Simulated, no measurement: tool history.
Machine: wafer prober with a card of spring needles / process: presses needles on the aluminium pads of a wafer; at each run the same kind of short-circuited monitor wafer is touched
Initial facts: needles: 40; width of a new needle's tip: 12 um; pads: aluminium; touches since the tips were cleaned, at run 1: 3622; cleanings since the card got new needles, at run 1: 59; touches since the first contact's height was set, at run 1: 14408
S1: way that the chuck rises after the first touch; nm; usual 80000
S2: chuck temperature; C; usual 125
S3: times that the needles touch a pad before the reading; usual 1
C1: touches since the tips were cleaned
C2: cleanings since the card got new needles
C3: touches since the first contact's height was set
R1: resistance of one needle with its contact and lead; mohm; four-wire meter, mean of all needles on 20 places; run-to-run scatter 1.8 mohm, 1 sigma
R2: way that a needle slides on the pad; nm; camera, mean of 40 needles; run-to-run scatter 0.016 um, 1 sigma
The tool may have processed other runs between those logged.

Run 1, hour 0.0: usual settings; C1 3622; C2 59; C3 14408. Result: R1 273 mohm, R2 12680 nm.
At hour 2.7: tips cleaned on abrasive film.
At hour 15.7: tips cleaned on abrasive film.
At hour 28.8: tips cleaned on abrasive film.
At hour 41.8: tips cleaned on abrasive film.
At hour 52.2: tips cleaned on abrasive film.
At hour 65.3: tips cleaned on abrasive film.
Run 2, hour 73.3: usual settings but S1 88000 nm; C1 3335; C2 65; C3 44707. Result: R1 268 mohm, R2 13850 nm.
At hour 75.9: tips cleaned on abrasive film.
At hour 86.4: tips cleaned on abrasive film.
At hour 99.4: tips cleaned on abrasive film.
At hour 112.5: tips cleaned on abrasive film.
At hour 122.9: tips cleaned on abrasive film.
At hour 135.9: tips cleaned on abrasive film.
At hour 149.0: tips cleaned on abrasive film.
Run 3, hour 154.4: usual settings but S1 88000 nm; C1 2270; C2 72; C3 78248. Result: R1 269 mohm, R2 13700 nm.
At hour 159.7: tips cleaned on abrasive film.
At hour 172.7: tips cleaned on abrasive film.
At hour 185.8: tips cleaned on abrasive film.
At hour 198.8: tips cleaned on abrasive film.
At hour 204.3: height of the first contact set anew.
At hour 210.6: tips cleaned on abrasive film.
Run 4, hour 210.6: usual settings but S1 88000 nm; C1 0; C2 77; C3 2588. Result: R1 257 mohm, R2 14010 nm.
At hour 223.6: tips cleaned on abrasive film.
At hour 236.7: tips cleaned on abrasive film.
At hour 247.1: tips cleaned on abrasive film.
At hour 260.1: tips cleaned on abrasive film.
Run 5, hour 263.7: usual settings but S1 88000 nm; C1 1496; C2 81; C3 24576. Result: R1 265 mohm, R2 13950 nm.
At hour 271.6: tips cleaned on abrasive film.
At hour 284.6: tips cleaned on abrasive film.
At hour 297.7: tips cleaned on abrasive film.
At hour 309.4: tips cleaned on abrasive film.
Run 6, hour 309.4: usual settings but S2 68 C; C1 0; C2 85; C3 43457. Result: R1 242 mohm, R2 12610 nm.
At hour 319.9: tips cleaned on abrasive film.
At hour 332.9: tips cleaned on abrasive film.
At hour 345.9: tips cleaned on abrasive film.
At hour 359.0: tips cleaned on abrasive film.
At hour 369.4: tips cleaned on abrasive film.
At hour 382.5: tips cleaned on abrasive film.
Run 7, hour 383.2: usual settings but S2 68 C; C1 326; C2 91; C3 73982. Result: R1 247 mohm, R2 12480 nm.
At hour 393.7: tips cleaned on abrasive film.
At hour 406.7: tips cleaned on abrasive film.
At hour 419.8: tips cleaned on abrasive film.
At hour 432.8: tips cleaned on abrasive film.
At hour 443.2: tips cleaned on abrasive film.
At hour 443.5: height of the first contact set anew.
Run 8, hour 447.7: usual settings but S2 68 C; C1 1737; C2 96; C3 1737. Result: R1 261 mohm, R2 12740 nm.
At hour 455.6: tips cleaned on abrasive film.
At hour 466.0: tips cleaned on abrasive film.
At hour 479.1: tips cleaned on abrasive film.
At hour 489.5: tips cleaned on abrasive film.
Run 9, hour 496.4: usual settings but S2 68 C; C1 2878; C2 100; C3 21874. Result: R1 263 mohm, R2 12650 nm.
At hour 501.7: tips cleaned on abrasive film.
At hour 514.7: tips cleaned on abrasive film.
At hour 527.8: tips cleaned on abrasive film.
At hour 540.8: tips cleaned on abrasive film.
At hour 553.8: tips cleaned on abrasive film.
At hour 566.9: tips cleaned on abrasive film.
Run 10, hour 573.8: usual settings but S2 59 C; C1 2908; C2 106; C3 53903. Result: R1 266 mohm, R2 12570 nm.
At hour 579.1: tips cleaned on abrasive film.
At hour 589.6: tips cleaned on abrasive film.
At hour 602.6: tips cleaned on abrasive film.
At hour 613.0: tips cleaned on abrasive film.
At hour 626.1: tips cleaned on abrasive film.
Run 11, hour 626.6: usual settings but S2 59 C; C1 210; C2 111; C3 75683. Result: R1 244 mohm, R2 12490 nm.
At hour 637.0: tips cleaned on abrasive film.
At hour 650.1: tips cleaned on abrasive film.
At hour 663.1: tips cleaned on abrasive film.
Run 12, hour 663.6: usual settings but S2 59 C; C1 207; C2 114; C3 90990. Result: R1 246 mohm, R2 12410 nm.
At hour 674.0: tips cleaned on abrasive film.
At hour 682.1: height of the first contact set anew.
At hour 687.4: tips cleaned on abrasive film.
At hour 700.4: tips cleaned on abrasive film.
At hour 713.4: tips cleaned on abrasive film.
At hour 723.9: tips cleaned on abrasive film.
At hour 736.9: tips cleaned on abrasive film.
Run 13, hour 744.5: usual settings but S2 59 C; C1 3167; C2 120; C3 25816. Result: R1 263 mohm, R2 12680 nm.
At hour 749.8: tips cleaned on abrasive film.
At hour 762.8: tips cleaned on abrasive film.
At hour 775.9: tips cleaned on abrasive film.
At hour 788.9: tips cleaned on abrasive film.
At hour 799.3: tips cleaned on abrasive film.
At hour 812.4: tips cleaned on abrasive film.
At hour 822.8: tips cleaned on abrasive film.
Run 14, hour 822.9: usual settings but S2 31 C, S3 2; C1 24; C2 127; C3 58196. Result: R1 236 mohm, R2 12540 nm.
At hour 833.4: tips cleaned on abrasive film.
At hour 843.8: tips cleaned on abrasive film.
At hour 856.9: tips cleaned on abrasive film.
At hour 867.3: tips cleaned on abrasive film.
At hour 880.4: tips cleaned on abrasive film.
At hour 893.4: tips cleaned on abrasive film.
Run 15, hour 894.2: usual settings but S3 3; C1 338; C2 133; C3 87685. Result: R1 262 mohm, R2 12420 nm.
At hour 904.6: tips cleaned on abrasive film.
At hour 917.7: tips cleaned on abrasive film.
At hour 920.6: height of the first contact set anew.
At hour 931.0: tips cleaned on abrasive film.
Run 16, hour 939.6: usual settings but S1 61000 nm, S2 53 C, S3 3; C1 3584; C2 136; C3 7898. Result: R1 254 mohm, R2 9710 nm.
At hour 942.3: tips cleaned on abrasive film.
At hour 955.3: tips cleaned on abrasive film.
At hour 965.8: tips cleaned on abrasive film.
At hour 978.8: tips cleaned on abrasive film.
At hour 989.3: tips cleaned on abrasive film.
At hour 1001.0: tips cleaned on abrasive film.
Run 17, hour 1001.0: usual settings but S1 61000 nm, S2 53 C, S3 3; C1 0; C2 142; C3 33228. Result: R1 245 mohm, R2 9580 nm.
At hour 1011.4: tips cleaned on abrasive film.
At hour 1024.5: tips cleaned on abrasive film.
At hour 1034.9: tips cleaned on abrasive film.
At hour 1047.9: tips cleaned on abrasive film.
At hour 1058.4: tips cleaned on abrasive film.
At hour 1071.4: tips cleaned on abrasive film.
At hour 1081.9: tips cleaned on abrasive film.
Run 18, hour 1082.6: usual settings but S1 60000 nm, S2 94 C, S3 2; C1 323; C2 149; C3 66987. Result: R1 258 mohm, R2 9310 nm.
At hour 1093.1: tips cleaned on abrasive film.
At hour 1103.5: tips cleaned on abrasive film.
At hour 1116.6: tips cleaned on abrasive film.
At hour 1129.6: tips cleaned on abrasive film.
At hour 1142.6: tips cleaned on abrasive film.
Run 19, hour 1151.6: usual settings but S1 60000 nm, S2 94 C, S3 2; C1 3747; C2 154; C3 95542. Result: R1 276 mohm, R2 9210 nm.
At hour 1154.3: tips cleaned on abrasive film.
At hour 1159.8: height of the first contact set anew.
At hour 1165.1: tips cleaned on abrasive film.
At hour 1178.1: tips cleaned on abrasive film.
Run 20, hour 1185.3: usual settings but S1 98000 nm, S2 123 C, S3 3; C1 3018; C2 157; C3 10569. Result: R1 264 mohm, R2 15580 nm.
At hour 1190.6: tips cleaned on abrasive film.
At hour 1203.7: tips cleaned on abrasive film.
At hour 1214.1: tips cleaned on abrasive film.
At hour 1227.1: tips cleaned on abrasive film.
At hour 1237.6: tips cleaned on abrasive film.
At hour 1250.6: tips cleaned on abrasive film.
Run 21, hour 1258.6: usual settings but S1 73000 nm, S2 49 C, S3 2; C1 3346; C2 163; C3 40878. Result: R1 259 mohm, R2 11500 nm.
At hour 1261.3: tips cleaned on abrasive film.
At hour 1274.4: tips cleaned on abrasive film.
At hour 1287.4: tips cleaned on abrasive film.
At hour 1300.5: tips cleaned on abrasive film.
Run 22, hour 1310.5: usual settings but S1 73000 nm, S2 94 C, S3 2; C1 4182; C2 167; C3 62324. Result: R1 269 mohm, R2 11400 nm.
At hour 1313.2: tips cleaned on abrasive film.
At hour 1326.2: tips cleaned on abrasive film.
At hour 1339.2: tips cleaned on abrasive film.
At hour 1352.3: tips cleaned on abrasive film.
Run 23, hour 1354.0: usual settings; C1 712; C2 171; C3 80294. Result: R1 271 mohm, R2 12420 nm.
At hour 1364.4: tips cleaned on abrasive film.
At hour 1374.9: tips cleaned on abrasive film.
At hour 1387.9: tips cleaned on abrasive film.
Run 24, hour 1395.6: usual settings but S3 2; C1 3206; C2 174; C3 97522. Result: R1 273 mohm, R2 12360 nm.

Here are 4 independent what-if runs from the current tool condition. What would each one return?
At hour 1398.5: height of the first contact set anew.
At hour 1401.2: tips cleaned on abrasive film.
At hour 1411.6: tips cleaned on abrasive film.
At hour 1424.7: tips cleaned on abrasive film.
At hour 1437.7: tips cleaned on abrasive film.
Run A, hour 1446.0: usual settings but S1 78000 nm, S3 2; C1 3450; C2 178; C3 19628. Result: R1 ?, R2 ?.
At hour 1398.5: height of the first contact set anew.
At hour 1401.2: tips cleaned on abrasive film.
At hour 1411.6: tips cleaned on abrasive film.
At hour 1424.7: tips cleaned on abrasive film.
At hour 1437.7: tips cleaned on abrasive film.
Run B, hour 1446.0: usual settings but S1 69000 nm, S2 29 C; C1 3450; C2 178; C3 19628. Result: R1 ?, R2 ?.
At hour 1398.5: height of the first contact set anew.
At hour 1401.2: tips cleaned on abrasive film.
At hour 1411.6: tips cleaned on abrasive film.
At hour 1424.7: tips cleaned on abrasive film.
At hour 1437.7: tips cleaned on abrasive film.
Run C, hour 1446.0: usual settings but S2 60 C, S3 2; C1 3450; C2 178; C3 19628. Result: R1 ?, R2 ?.
At hour 1398.5: height of the first contact set anew.
At hour 1401.2: tips cleaned on abrasive film.
At hour 1411.6: tips cleaned on abrasive film.
At hour 1424.7: tips cleaned on abrasive film.
At hour 1437.7: tips cleaned on abrasive film.
Run D, hour 1446.0: usual settings but S1 83000 nm, S2 29 C, S3 2; C1 3450; C2 178; C3 19628. Result: R1 ?, R2 ?.

run   R1     R2
  A  275  12360
  B  270  10940
  C  260  12650
  D  249  13180
With the hidden condition removed and each run's random variation left untouched, the same runs would have given:
run   R1     R2
  A  259  12440
  B  233  11020
  C  243  12730
  D  233  13260

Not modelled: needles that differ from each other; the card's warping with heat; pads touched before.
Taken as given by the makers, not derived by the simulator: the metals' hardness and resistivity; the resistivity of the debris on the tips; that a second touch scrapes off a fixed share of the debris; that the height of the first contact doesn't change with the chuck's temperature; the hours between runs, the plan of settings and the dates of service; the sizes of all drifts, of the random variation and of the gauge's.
